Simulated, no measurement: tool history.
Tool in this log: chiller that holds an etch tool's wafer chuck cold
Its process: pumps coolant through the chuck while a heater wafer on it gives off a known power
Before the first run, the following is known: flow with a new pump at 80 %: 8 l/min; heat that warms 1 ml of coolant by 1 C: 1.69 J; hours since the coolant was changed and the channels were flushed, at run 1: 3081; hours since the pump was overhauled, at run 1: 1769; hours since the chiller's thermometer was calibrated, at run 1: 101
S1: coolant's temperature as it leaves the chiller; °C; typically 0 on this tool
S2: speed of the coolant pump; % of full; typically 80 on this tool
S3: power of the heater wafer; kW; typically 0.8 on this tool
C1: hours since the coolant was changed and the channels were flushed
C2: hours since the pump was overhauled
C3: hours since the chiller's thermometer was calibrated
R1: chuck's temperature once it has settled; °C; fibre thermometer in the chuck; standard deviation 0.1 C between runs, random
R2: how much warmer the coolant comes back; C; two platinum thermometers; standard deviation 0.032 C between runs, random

{"run": 1, "hour": 0.0, "S1": 0, "S2": 80, "S3": 0.8, "C1": 3081, "C2": 1769, "C3": 101, "R1": 5.7, "R2": 3.52}
{"run": 2, "hour": 58.0, "S1": 0, "S2": 80, "S3": 1.059, "C1": 3139, "C2": 1827, "C3": 159, "R1": 7.6, "R2": 4.65}
{"run": 3, "hour": 131.1, "S1": 0, "S2": 80, "S3": 0.8, "C1": 3212, "C2": 1900, "C3": 233, "R1": 5.6, "R2": 3.56}
{"run": 4, "hour": 193.7, "S1": 0, "S2": 80, "S3": 0.8, "C1": 3274, "C2": 1963, "C3": 295, "R1": 5.8, "R2": 3.61}
{"run": 5, "hour": 249.8, "S1": 0, "S2": 80, "S3": 0.8, "C1": 3330, "C2": 2019, "C3": 351, "R1": 5.7, "R2": 3.62}
{"run": 6, "hour": 323.7, "S1": 0, "S2": 80, "S3": 0.8, "C1": 3404, "C2": 2093, "C3": 425, "R1": 5.9, "R2": 3.58}
{"run": 7, "hour": 384.4, "S1": 0, "S2": 80, "S3": 0.8, "C1": 3465, "C2": 2153, "C3": 486, "R1": 5.7, "R2": 3.65}
{"run": 8, "hour": 439.2, "S1": 0, "S2": 80, "S3": 0.8, "C1": 3520, "C2": 2208, "C3": 541, "R1": 5.8, "R2": 3.63}
{"run": 9, "hour": 508.5, "S1": 0, "S2": 80, "S3": 0.8, "C1": 3589, "C2": 2277, "C3": 610, "R1": 5.7, "R2": 3.62}
{"run": 10, "hour": 551.4, "S1": 0, "S2": 81, "S3": 0.8, "C1": 3632, "C2": 2320, "C3": 653, "R1": 5.7, "R2": 3.63}
{"run": 11, "hour": 583.1, "S1": 0, "S2": 80, "S3": 0.759, "C1": 3664, "C2": 2352, "C3": 685, "R1": 5.5, "R2": 3.5}
{"run": 12, "hour": 654.8, "S1": 0, "S2": 80, "S3": 0.759, "C1": 3735, "C2": 2424, "C3": 756, "R1": 5.3, "R2": 3.43}
{"run": 13, "hour": 722.9, "S1": -1, "S2": 80, "S3": 0.409, "C1": 3804, "C2": 2492, "C3": 824, "R1": 2.2, "R2": 2.06}
{"run": 14, "hour": 789.4, "S1": -1, "S2": 80, "S3": 0.724, "C1": 3870, "C2": 2558, "C3": 891, "R1": 4.1, "R2": 3.39}

Below are 5 alternative next runs, each starting from the tool's condition after run 14. Predict each:
{"run": "A", "hour": 840.9, "S1": 5, "S2": 87, "S3": 1.139, "C1": 3922, "C2": 2610, "C3": 942, "R1": "?", "R2": "?"}
{"run": "B", "hour": 840.9, "S1": 7, "S2": 96, "S3": 0.894, "C1": 3922, "C2": 2610, "C3": 942, "R1": "?", "R2": "?"}
{"run": "C", "hour": 840.9, "S1": 9, "S2": 71, "S3": 0.8, "C1": 3922, "C2": 2610, "C3": 942, "R1": "?", "R2": "?"}
{"run": "D", "hour": 840.9, "S1": -1, "S2": 80, "S3": 0.406, "C1": 3922, "C2": 2610, "C3": 942, "R1": "?", "R2": "?"}
{"run": "E", "hour": 840.9, "S1": -4, "S2": 80, "S3": 0.724, "C1": 3922, "C2": 2610, "C3": 942, "R1": "?", "R2": "?"}

run=A R1=12.6 R2=4.81
run=B R1=12.6 R2=3.44
run=C R1=15.5 R2=4.18
run=D R1=1.9 R2=2.01
run=E R1=1.1 R2=3.36
With no hidden state in the tool, these same runs would have given:
run=A R1=12.6 R2=4.64
run=B R1=12.6 R2=3.27
run=C R1=15.5 R2=4
run=D R1=1.9 R2=1.83
run=E R1=1.1 R2=3.19
